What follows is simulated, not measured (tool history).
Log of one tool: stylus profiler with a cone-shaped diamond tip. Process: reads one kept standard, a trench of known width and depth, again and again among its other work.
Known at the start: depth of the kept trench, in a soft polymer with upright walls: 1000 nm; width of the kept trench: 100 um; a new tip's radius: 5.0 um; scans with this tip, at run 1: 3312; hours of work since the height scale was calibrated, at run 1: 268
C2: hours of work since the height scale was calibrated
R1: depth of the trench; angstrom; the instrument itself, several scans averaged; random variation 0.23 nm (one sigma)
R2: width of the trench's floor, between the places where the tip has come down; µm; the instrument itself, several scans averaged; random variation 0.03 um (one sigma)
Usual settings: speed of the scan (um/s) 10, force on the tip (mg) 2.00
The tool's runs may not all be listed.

{"run": 1, "hour": 0.0, "speed of the scan (um/s)": 10, "force on the tip (mg)": 2.0, "scans with this tip": 3312, "C2": 268, "R1": 10095.5, "R2": 93.68}
{"run": 2, "hour": 11.0, "speed of the scan (um/s)": 10, "force on the tip (mg)": 2.0, "scans with this tip": 3377, "C2": 274, "R1": 10096.0, "R2": 93.69}
{"run": 3, "hour": 21.5, "speed of the scan (um/s)": 13, "force on the tip (mg)": 2.0, "scans with this tip": 3439, "C2": 279, "R1": 10095.1, "R2": 93.68}
{"run": 4, "hour": 39.3, "speed of the scan (um/s)": 10, "force on the tip (mg)": 2.0, "scans with this tip": 3545, "C2": 287, "R1": 10098.6, "R2": 93.64}
{"run": 5, "hour": 47.2, "speed of the scan (um/s)": 10, "force on the tip (mg)": 2.0, "scans with this tip": 3592, "C2": 291, "R1": 10096.7, "R2": 93.63}
{"run": 6, "hour": 56.7, "speed of the scan (um/s)": 10, "force on the tip (mg)": 2.0, "scans with this tip": 3648, "C2": 296, "R1": 10097.0, "R2": 93.66}
{"run": 7, "hour": 72.0, "speed of the scan (um/s)": 10, "force on the tip (mg)": 2.0, "scans with this tip": 3738, "C2": 303, "R1": 10094.9, "R2": 93.72}
{"run": 8, "hour": 87.8, "speed of the scan (um/s)": 10, "force on the tip (mg)": 1.11, "scans with this tip": 3832, "C2": 311, "R1": 10070.3, "R2": 93.65}
{"run": 9, "hour": 99.5, "speed of the scan (um/s)": 10, "force on the tip (mg)": 1.11, "scans with this tip": 3901, "C2": 316, "R1": 10069.7, "R2": 93.55}
{"run": 10, "hour": 114.9, "speed of the scan (um/s)": 10, "force on the tip (mg)": 1.11, "scans with this tip": 3992, "C2": 324, "R1": 10065.8, "R2": 93.64}
{"run": 11, "hour": 130.1, "speed of the scan (um/s)": 10, "force on the tip (mg)": 2.0, "scans with this tip": 4083, "C2": 331, "R1": 10101.0, "R2": 93.67}
{"run": 12, "hour": 147.0, "speed of the scan (um/s)": 10, "force on the tip (mg)": 2.0, "scans with this tip": 4183, "C2": 339, "R1": 10096.4, "R2": 93.64}
{"run": 13, "hour": 156.3, "speed of the scan (um/s)": 10, "force on the tip (mg)": 2.0, "scans with this tip": 4238, "C2": 343, "R1": 10100.3, "R2": 93.6}
{"run": 14, "hour": 170.3, "speed of the scan (um/s)": 10, "force on the tip (mg)": 2.0, "scans with this tip": 4320, "C2": 350, "R1": 10097.6, "R2": 93.6}
{"run": 15, "hour": 180.7, "speed of the scan (um/s)": 10, "force on the tip (mg)": 2.0, "scans with this tip": 4382, "C2": 355, "R1": 10099.4, "R2": 93.64}
{"run": 16, "hour": 193.1, "speed of the scan (um/s)": 10, "force on the tip (mg)": 2.0, "scans with this tip": 4455, "C2": 361, "R1": 10100.6, "R2": 93.57}
{"run": 17, "hour": 206.3, "speed of the scan (um/s)": 10, "force on the tip (mg)": 2.0, "scans with this tip": 4534, "C2": 367, "R1": 10097.8, "R2": 93.61}
{"run": 18, "hour": 223.9, "speed of the scan (um/s)": 10, "force on the tip (mg)": 2.0, "scans with this tip": 4638, "C2": 376, "R1": 10099.0, "R2": 93.62}
{"run": 19, "hour": 236.2, "speed of the scan (um/s)": 10, "force on the tip (mg)": 2.0, "scans with this tip": 4711, "C2": 382, "R1": 10100.9, "R2": 93.61}
{"run": 20, "hour": 244.8, "speed of the scan (um/s)": 10, "force on the tip (mg)": 5.39, "scans with this tip": 4761, "C2": 386, "R1": 10188.6, "R2": 93.58}
{"run": 21, "hour": 252.1, "speed of the scan (um/s)": 8, "force on the tip (mg)": 2.0, "scans with this tip": 4804, "C2": 389, "R1": 10101.2, "R2": 93.59}
{"run": 22, "hour": 266.5, "speed of the scan (um/s)": 8, "force on the tip (mg)": 2.0, "scans with this tip": 4890, "C2": 396, "R1": 10101.0, "R2": 93.59}
{"run": 23, "hour": 279.7, "speed of the scan (um/s)": 10, "force on the tip (mg)": 1.42, "scans with this tip": 4968, "C2": 403, "R1": 10077.0, "R2": 93.57}
{"run": 24, "hour": 290.0, "speed of the scan (um/s)": 10, "force on the tip (mg)": 5.29, "scans with this tip": 5029, "C2": 407, "R1": 10187.5, "R2": 93.61}
{"run": 25, "hour": 306.3, "speed of the scan (um/s)": 6, "force on the tip (mg)": 3.46, "scans with this tip": 5126, "C2": 415, "R1": 10145.5, "R2": 93.57}
{"run": 26, "hour": 320.1, "speed of the scan (um/s)": 6, "force on the tip (mg)": 3.46, "scans with this tip": 5207, "C2": 422, "R1": 10144.6, "R2": 93.55}
{"run": 27, "hour": 331.5, "speed of the scan (um/s)": 2, "force on the tip (mg)": 1.61, "scans with this tip": 5275, "C2": 427, "R1": 10090.2, "R2": 93.55}
{"run": 28, "hour": 344.5, "speed of the scan (um/s)": 2, "force on the tip (mg)": 1.61, "scans with this tip": 5352, "C2": 434, "R1": 10091.8, "R2": 93.56}
{"hour": 346.5, "done": "height scale calibrated on a step standard"}
{"run": 29, "hour": 357.6, "speed of the scan (um/s)": 40, "force on the tip (mg)": 1.27, "scans with this tip": 5426, "C2": 5, "R1": 10078.9, "R2": 93.39}
{"run": 30, "hour": 371.8, "speed of the scan (um/s)": 40, "force on the tip (mg)": 1.27, "scans with this tip": 5510, "C2": 12, "R1": 10082.2, "R2": 93.37}
{"hour": 374.0, "done": "height scale calibrated on a step standard, once more"}
{"run": 31, "hour": 388.6, "speed of the scan (um/s)": 40, "force on the tip (mg)": 1.27, "scans with this tip": 5607, "C2": 7, "R1": 10062.7, "R2": 93.35}
{"run": 32, "hour": 402.8, "speed of the scan (um/s)": 2, "force on the tip (mg)": 2.26, "scans with this tip": 5691, "C2": 14, "R1": 10097.1, "R2": 93.56}
{"run": 33, "hour": 419.3, "speed of the scan (um/s)": 6, "force on the tip (mg)": 1.75, "scans with this tip": 5789, "C2": 22, "R1": 10082.4, "R2": 93.49}
{"run": 34, "hour": 435.0, "speed of the scan (um/s)": 16, "force on the tip (mg)": 4.24, "scans with this tip": 5881, "C2": 29, "R1": 10148.2, "R2": 93.47}
{"run": 35, "hour": 442.7, "speed of the scan (um/s)": 9, "force on the tip (mg)": 1.53, "scans with this tip": 5927, "C2": 33, "R1": 10072.0, "R2": 93.5}
{"run": 36, "hour": 456.4, "speed of the scan (um/s)": 31, "force on the tip (mg)": 3.3, "scans with this tip": 6008, "C2": 40, "R1": 10125.4, "R2": 93.42}
{"run": 37, "hour": 467.4, "speed of the scan (um/s)": 12, "force on the tip (mg)": 5.51, "scans with this tip": 6073, "C2": 45, "R1": 10175.2, "R2": 93.54}
{"run": 38, "hour": 480.1, "speed of the scan (um/s)": 12, "force on the tip (mg)": 5.51, "scans with this tip": 6148, "C2": 51, "R1": 10176.0, "R2": 93.47}
{"run": 39, "hour": 498.0, "speed of the scan (um/s)": 12, "force on the tip (mg)": 5.51, "scans with this tip": 6255, "C2": 59, "R1": 10180.0, "R2": 93.49}
{"run": 40, "hour": 506.2, "speed of the scan (um/s)": 36, "force on the tip (mg)": 5.66, "scans with this tip": 6303, "C2": 63, "R1": 10181.9, "R2": 93.36}
{"run": 41, "hour": 515.1, "speed of the scan (um/s)": 5, "force on the tip (mg)": 1.15, "scans with this tip": 6356, "C2": 68, "R1": 10062.7, "R2": 93.47}
{"run": 42, "hour": 532.4, "speed of the scan (um/s)": 11, "force on the tip (mg)": 3.83, "scans with this tip": 6458, "C2": 76, "R1": 10134.0, "R2": 93.44}
{"run": 43, "hour": 541.4, "speed of the scan (um/s)": 11, "force on the tip (mg)": 3.83, "scans with this tip": 6512, "C2": 80, "R1": 10136.4, "R2": 93.46}
{"run": 44, "hour": 557.6, "speed of the scan (um/s)": 11, "force on the tip (mg)": 3.83, "scans with this tip": 6608, "C2": 88, "R1": 10137.4, "R2": 93.42}
{"run": 45, "hour": 566.2, "speed of the scan (um/s)": 2, "force on the tip (mg)": 4.4, "scans with this tip": 6658, "C2": 92, "R1": 10151.7, "R2": 93.49}

5 ways to go on from here, each from the tool as it stands after run 45. What would each give?
{"run": "A", "hour": 576.0, "speed of the scan (um/s)": 10, "force on the tip (mg)": 2.15, "scans with this tip": 6716, "C2": 97, "R1": "?", "R2": "?"}
{"run": "B", "hour": 576.0, "speed of the scan (um/s)": 2, "force on the tip (mg)": 4.4, "scans with this tip": 6716, "C2": 97, "R1": "?", "R2": "?"}
{"run": "C", "hour": 576.0, "speed of the scan (um/s)": 3, "force on the tip (mg)": 2.31, "scans with this tip": 6716, "C2": 97, "R1": "?", "R2": "?"}
{"run": "D", "hour": 576.0, "speed of the scan (um/s)": 14, "force on the tip (mg)": 1.49, "scans with this tip": 6716, "C2": 97, "R1": "?", "R2": "?"}
{"run": "E", "hour": 576.0, "speed of the scan (um/s)": 3, "force on the tip (mg)": 3.57, "scans with this tip": 6716, "C2": 97, "R1": "?", "R2": "?"}

run=A R1=10091.7 R2=93.42
run=B R1=10149.5 R2=93.45
run=C R1=10103.1 R2=93.41
run=D R1=10073.3 R2=93.40
run=E R1=10135.0 R2=93.46
Without the tool's hidden state the same runs would have given:
run=A R1=10093.2 R2=93.96
run=B R1=10151.1 R2=93.99
run=C R1=10104.7 R2=93.95
run=D R1=10074.8 R2=93.94
run=E R1=10136.5 R2=94.00
